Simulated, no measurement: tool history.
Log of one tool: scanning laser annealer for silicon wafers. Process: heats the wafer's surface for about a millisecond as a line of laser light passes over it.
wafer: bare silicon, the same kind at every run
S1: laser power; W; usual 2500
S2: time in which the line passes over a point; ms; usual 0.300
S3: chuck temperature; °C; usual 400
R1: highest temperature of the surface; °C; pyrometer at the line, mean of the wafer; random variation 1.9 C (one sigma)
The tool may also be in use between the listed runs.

{"run": 1, "hour": 0.0, "S1": 2500, "S2": 0.3, "S3": 400, "R1": 1203}
{"run": 2, "hour": 14.5, "S1": 2500, "S2": 0.3, "S3": 437, "R1": 1241}
{"run": 3, "hour": 29.9, "S1": 2500, "S2": 0.3, "S3": 437, "R1": 1235}
{"run": 4, "hour": 53.3, "S1": 2500, "S2": 0.3, "S3": 400, "R1": 1196}
{"run": 5, "hour": 69.1, "S1": 2500, "S2": 0.3, "S3": 400, "R1": 1195}
{"run": 6, "hour": 103.3, "S1": 2500, "S2": 0.3, "S3": 400, "R1": 1198}
{"run": 7, "hour": 137.5, "S1": 2683, "S2": 0.3, "S3": 400, "R1": 1271}
{"run": 8, "hour": 160.6, "S1": 2683, "S2": 0.3, "S3": 400, "R1": 1272}
{"run": 9, "hour": 193.0, "S1": 2698, "S2": 0.3, "S3": 400, "R1": 1280}
{"run": 10, "hour": 218.8, "S1": 2698, "S2": 0.3, "S3": 400, "R1": 1275}
{"run": 11, "hour": 244.1, "S1": 2698, "S2": 0.3, "S3": 400, "R1": 1273}
{"hour": 248.9, "done": "window over the wafer cleaned"}
{"run": 12, "hour": 275.0, "S1": 2500, "S2": 0.3, "S3": 400, "R1": 1212}
{"run": 13, "hour": 300.0, "S1": 2500, "S2": 0.279, "S3": 400, "R1": 1184}
{"run": 14, "hour": 321.2, "S1": 2500, "S2": 0.279, "S3": 400, "R1": 1184}
{"run": 15, "hour": 352.3, "S1": 2500, "S2": 0.3, "S3": 400, "R1": 1208}
{"run": 16, "hour": 386.4, "S1": 2500, "S2": 0.3, "S3": 400, "R1": 1208}
{"run": 17, "hour": 411.1, "S1": 2500, "S2": 0.3, "S3": 400, "R1": 1208}
{"run": 18, "hour": 431.3, "S1": 2500, "S2": 0.3, "S3": 417, "R1": 1224}
{"run": 19, "hour": 453.9, "S1": 2500, "S2": 0.3, "S3": 417, "R1": 1224}
{"run": 20, "hour": 487.9, "S1": 2500, "S2": 0.3, "S3": 417, "R1": 1223}
{"run": 21, "hour": 517.4, "S1": 2500, "S2": 0.3, "S3": 417, "R1": 1220}
{"run": 22, "hour": 531.8, "S1": 2500, "S2": 0.342, "S3": 438, "R1": 1294}
{"run": 23, "hour": 545.8, "S1": 2673, "S2": 0.342, "S3": 391, "R1": 1327}
{"run": 24, "hour": 575.5, "S1": 2673, "S2": 0.302, "S3": 379, "R1": 1255}
{"run": 25, "hour": 589.8, "S1": 2673, "S2": 0.302, "S3": 379, "R1": 1255}
{"run": 26, "hour": 618.2, "S1": 2225, "S2": 0.302, "S3": 379, "R1": 1064}

Forecast run 27:
{"run": 27, "hour": 640.8, "S1": 2225, "S2": 0.302, "S3": 379, "R1": "?"}

Run 27 gave R1 1062 °C.
Without the tool's hidden state the same run would have given R1 1088 °C.
